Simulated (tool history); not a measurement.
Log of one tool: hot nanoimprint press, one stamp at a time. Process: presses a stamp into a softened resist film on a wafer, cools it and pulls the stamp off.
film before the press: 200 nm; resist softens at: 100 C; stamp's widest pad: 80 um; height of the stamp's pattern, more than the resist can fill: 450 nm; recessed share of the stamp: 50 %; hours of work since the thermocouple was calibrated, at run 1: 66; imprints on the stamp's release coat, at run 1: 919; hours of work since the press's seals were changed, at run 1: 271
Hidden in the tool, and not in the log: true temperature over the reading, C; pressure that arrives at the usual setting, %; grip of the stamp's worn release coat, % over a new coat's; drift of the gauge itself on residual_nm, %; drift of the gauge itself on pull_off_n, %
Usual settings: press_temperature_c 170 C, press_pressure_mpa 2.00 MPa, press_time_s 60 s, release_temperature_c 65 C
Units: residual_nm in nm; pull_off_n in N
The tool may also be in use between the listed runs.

| run | hour | press_temperature_c | press_pressure_mpa | press_time_s | release_temperature_c | hours of work since the thermocouple was calibrated | imprints on the stamp's release coat | hours of work since the press's seals were changed | residual_nm | pull_off_n |
|---|---|---|---|---|---|---|---|---|---|---|
| 1 | 0.0 | 170 | 2.00 | 60 | 65 | 66 | 919 | 271 | 79.6 | 255 |
| 2 | 27.1 | 170 | 2.00 | 60 | 65 | 84 | 1014 | 289 | 80.2 | 256 |
| 3 | 39.4 | 170 | 2.00 | 60 | 65 | 92 | 1057 | 298 | 80.2 | 257 |
| 4 | 63.5 | 170 | 2.00 | 60 | 65 | 108 | 1142 | 314 | 80.6 | 263 |
| 5 | 84.8 | 170 | 2.00 | 60 | 65 | 122 | 1217 | 328 | 80.3 | 267 |
| 6 | 100.3 | 170 | 2.00 | 60 | 65 | 132 | 1271 | 338 | 81.1 | 266 |
| 7 | 122.5 | 170 | 2.00 | 60 | 65 | 147 | 1349 | 353 | 81.0 | 275 |
| 8 | 140.3 | 160 | 2.00 | 60 | 65 | 159 | 1412 | 365 | 133.0 | 279 |
| 9 | 165.6 | 160 | 2.00 | 60 | 65 | 176 | 1500 | 381 | 133.5 | 270 |
| 10 | 186.8 | 160 | 2.00 | 60 | 65 | 190 | 1575 | 395 | 133.6 | 291 |
| 11 | 206.0 | 170 | 2.00 | 60 | 65 | 203 | 1642 | 408 | 81.4 | 293 |
| 12 | 231.8 | 170 | 2.00 | 60 | 65 | 220 | 1733 | 425 | 81.9 | 296 |
|  | 255.6 | stamp cleaned and given a new release coat |
| 13 | 262.7 | 170 | 2.00 | 60 | 65 | 236 | 25 | 442 | 82.2 | 198 |
| 14 | 284.1 | 170 | 2.00 | 60 | 65 | 250 | 100 | 456 | 82.3 | 201 |
| 15 | 301.0 | 170 | 2.00 | 60 | 65 | 262 | 160 | 467 | 82.2 | 205 |
|  | 308.3 | plate thermocouple calibrated |
| 16 | 327.1 | 170 | 2.34 | 33 | 65 | 13 | 241 | 483 | 93.3 | 207 |
| 17 | 354.8 | 173 | 1.71 | 93 | 65 | 31 | 338 | 501 | 60.7 | 214 |
| 18 | 380.7 | 161 | 2.00 | 58 | 65 | 48 | 429 | 518 | 126.7 | 220 |
| 19 | 407.4 | 162 | 2.00 | 77 | 65 | 66 | 523 | 536 | 111.3 | 225 |
| 20 | 432.2 | 170 | 2.01 | 35 | 56 | 82 | 610 | 552 | 98.3 | 283 |
| 21 | 448.3 | 159 | 2.01 | 46 | 73 | 93 | 666 | 563 | 147.0 | 186 |
| 22 | 463.2 | 170 | 1.69 | 60 | 71 | 103 | 719 | 573 | 86.7 | 200 |
| 23 | 485.3 | 170 | 2.00 | 52 | 67 | 117 | 796 | 588 | 85.3 | 233 |
| 24 | 512.0 | 165 | 2.09 | 33 | 61 | 135 | 890 | 605 | 125.1 | 274 |
|  | 538.0 | press's hydraulic seals changed and the load cell set to zero |
| 25 | 548.0 | 181 | 1.35 | 69 | 65 | 154 | 989 | 7 | 51.2 | 244 |
| 26 | 567.3 | 170 | 1.88 | 60 | 65 | 167 | 1057 | 19 | 82.7 | 263 |
| 27 | 593.9 | 173 | 2.55 | 83 | 65 | 184 | 1150 | 37 | 52.8 | 264 |
| 28 | 622.6 | 170 | 2.00 | 62 | 52 | 203 | 1251 | 56 | 79.5 | 359 |
| 29 | 637.2 | 170 | 2.00 | 62 | 52 | 213 | 1302 | 66 | 80.0 | 377 |
| 30 | 655.8 | 181 | 1.33 | 62 | 52 | 225 | 1367 | 78 | 54.7 | 366 |

3 ways to go on from here, each from the tool as it stands after run 30. What would each give?
| A | 684.6 | 178 | 1.33 | 62 | 71 | 245 | 1468 | 97 | ? | ? |
| B | 684.6 | 174 | 2.53 | 69 | 65 | 245 | 1468 | 97 | ? | ? |
| C | 684.6 | 170 | 2.00 | 105 | 65 | 245 | 1468 | 97 | ? | ? |

| run | residual_nm | pull_off_n |
|---|---|---|
| A | 63.7 | 236 |
| B | 55.3 | 284 |
| C | 64.5 | 282 |
Without the tool's hidden state the same runs would have given:
| run | residual_nm | pull_off_n |
|---|---|---|
| A | 61.4 | 162 |
| B | 53.0 | 196 |
| C | 61.9 | 193 |

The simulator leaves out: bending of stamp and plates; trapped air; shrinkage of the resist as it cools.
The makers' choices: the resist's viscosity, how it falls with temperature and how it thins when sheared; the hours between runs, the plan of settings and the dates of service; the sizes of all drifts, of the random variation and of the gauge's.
